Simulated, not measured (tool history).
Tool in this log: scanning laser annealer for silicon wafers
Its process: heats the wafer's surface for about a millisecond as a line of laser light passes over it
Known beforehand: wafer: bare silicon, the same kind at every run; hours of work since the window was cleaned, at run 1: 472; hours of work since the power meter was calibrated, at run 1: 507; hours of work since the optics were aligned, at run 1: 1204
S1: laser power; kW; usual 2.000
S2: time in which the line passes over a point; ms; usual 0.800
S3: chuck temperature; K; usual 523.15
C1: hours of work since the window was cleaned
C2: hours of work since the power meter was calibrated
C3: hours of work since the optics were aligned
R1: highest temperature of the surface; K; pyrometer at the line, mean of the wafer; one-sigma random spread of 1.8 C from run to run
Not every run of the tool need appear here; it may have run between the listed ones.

run 1 hour=0.0 | S1=2.000 S2=0.800 S3=523.15 | C1=472 C2=507 C3=1204 | R1=1221.15
run 2 hour=25.2 | S1=2.000 S2=0.800 S3=523.15 | C1=489 C2=524 C3=1222 | R1=1228.15
run 3 hour=45.3 | S1=2.000 S2=0.800 S3=516.15 | C1=503 C2=538 C3=1236 | R1=1217.15
run 4 hour=70.6 | S1=2.000 S2=0.800 S3=516.15 | C1=521 C2=556 C3=1253 | R1=1216.15
run 5 hour=99.3 | S1=2.000 S2=0.800 S3=516.15 | C1=541 C2=576 C3=1273 | R1=1214.15
-- hour=112.0 optics aligned, line set to its width
run 6 hour=125.4 | S1=2.000 S2=0.800 S3=516.15 | C1=556 C2=591 C3=9 | R1=1216.15
run 7 hour=143.6 | S1=2.000 S2=0.800 S3=516.15 | C1=568 C2=603 C3=22 | R1=1220.15
run 8 hour=163.8 | S1=1.745 S2=0.629 S3=492.15 | C1=582 C2=617 C3=36 | R1=1004.15
run 9 hour=190.6 | S1=1.745 S2=0.629 S3=485.15 | C1=601 C2=636 C3=55 | R1=998.15
run 10 hour=203.4 | S1=1.745 S2=0.629 S3=485.15 | C1=610 C2=645 C3=64 | R1=1000.15
run 11 hour=232.9 | S1=2.161 S2=0.568 S3=523.15 | C1=630 C2=666 C3=84 | R1=1151.15

Each row is a separate what-if for the run after 11, all from the same tool condition, not one after another. Results?
run A hour=246.3 | S1=2.000 S2=0.800 S3=544.15 | C1=640 C2=675 C3=94 | R1=?
run B hour=246.3 | S1=1.748 S2=0.956 S3=559.15 | C1=640 C2=675 C3=94 | R1=?
run C hour=246.3 | S1=2.017 S2=0.800 S3=523.15 | C1=640 C2=675 C3=94 | R1=?

run=A R1=1244.15
run=B R1=1219.15
run=C R1=1228.15
The same runs, with their run-to-run variation unchanged, on a tool lacking any hidden condition would have given:
run=A R1=1280.15
run=B R1=1253.15
run=C R1=1264.15
